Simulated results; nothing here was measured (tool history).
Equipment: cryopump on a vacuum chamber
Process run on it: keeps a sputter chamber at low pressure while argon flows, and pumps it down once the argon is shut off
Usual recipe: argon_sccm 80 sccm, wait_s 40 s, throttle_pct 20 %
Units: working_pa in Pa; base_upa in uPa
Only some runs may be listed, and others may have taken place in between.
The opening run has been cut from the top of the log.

| run | day | argon_sccm | wait_s | throttle_pct | hours of work since the pump was warmed up and emptied | hours of work since the cold head was overhauled | hours of work since the chamber's fittings were tightened | working_pa | base_upa |
|---|---|---|---|---|---|---|---|---|---|
| 2 | 0.833 | 106 | 40 | 20 | 73 | 397 | 2215 | 0.4264 | 1.92 |
| 3 | 1.504 | 80 | 40 | 20 | 82 | 405 | 2223 | 0.3220 | 1.90 |
| 4 | 2.362 | 80 | 40 | 20 | 93 | 416 | 2234 | 0.3203 | 1.88 |
| 5 | 3.100 | 80 | 40 | 20 | 102 | 426 | 2244 | 0.3226 | 1.91 |
| 6 | 3.842 | 80 | 40 | 20 | 112 | 435 | 2253 | 0.3230 | 1.95 |
| 7 | 4.350 | 80 | 40 | 20 | 118 | 442 | 2260 | 0.3247 | 1.98 |
| 8 | 4.971 | 80 | 40 | 20 | 126 | 450 | 2268 | 0.3223 | 1.98 |
| 9 | 5.342 | 80 | 40 | 20 | 131 | 455 | 2272 | 0.3278 | 1.96 |
| 10 | 5.983 | 80 | 40 | 20 | 139 | 463 | 2281 | 0.3232 | 1.97 |
| 11 | 6.779 | 80 | 40 | 20 | 149 | 473 | 2291 | 0.3238 | 2.00 |
| 12 | 7.642 | 80 | 40 | 45 | 160 | 484 | 2302 | 0.1490 | 1.95 |
| 13 | 7.996 | 80 | 40 | 20 | 165 | 489 | 2306 | 0.3256 | 2.04 |
| 14 | 8.533 | 104 | 40 | 20 | 172 | 495 | 2313 | 0.4266 | 2.05 |
| 15 | 9.292 | 104 | 40 | 20 | 181 | 505 | 2323 | 0.4235 | 2.08 |
| 16 | 9.900 | 104 | 40 | 20 | 189 | 513 | 2331 | 0.4252 | 2.05 |
| 17 | 10.475 | 104 | 40 | 20 | 197 | 520 | 2338 | 0.4267 | 1.98 |
| 18 | 11.062 | 104 | 40 | 20 | 204 | 528 | 2346 | 0.4260 | 2.10 |
| 19 | 11.583 | 104 | 40 | 20 | 211 | 535 | 2352 | 0.4283 | 2.04 |
| 20 | 12.192 | 80 | 107 | 57 | 219 | 542 | 2360 | 0.1207 | 1.71 |
| 21 | 12.871 | 48 | 40 | 24 | 227 | 551 | 2369 | 0.1662 | 2.12 |
| 22 | 13.738 | 39 | 40 | 17 | 238 | 562 | 2380 | 0.1887 | 2.10 |
| 23 | 14.312 | 56 | 40 | 36 | 246 | 570 | 2387 | 0.1322 | 2.13 |
| 24 | 15.038 | 56 | 40 | 28 | 255 | 579 | 2397 | 0.1671 | 2.14 |
| 25 | 15.612 | 49 | 26 | 20 | 262 | 586 | 2404 | 0.2028 | 2.47 |
| 26 | 16.092 | 144 | 26 | 20 | 269 | 592 | 2410 | 0.5986 | 2.49 |

What will run 27 give?
| 27 | 16.792 | 126 | 154 | 27 | 278 | 601 | 2419 | ? | ? |

Run 27 gave working_pa 0.3944 Pa, base_upa 1.80 uPa.
Were there no unlogged condition in the tool, this run, its random variation unchanged, would have produced working_pa 0.3738 Pa, base_upa 0.32 uPa.
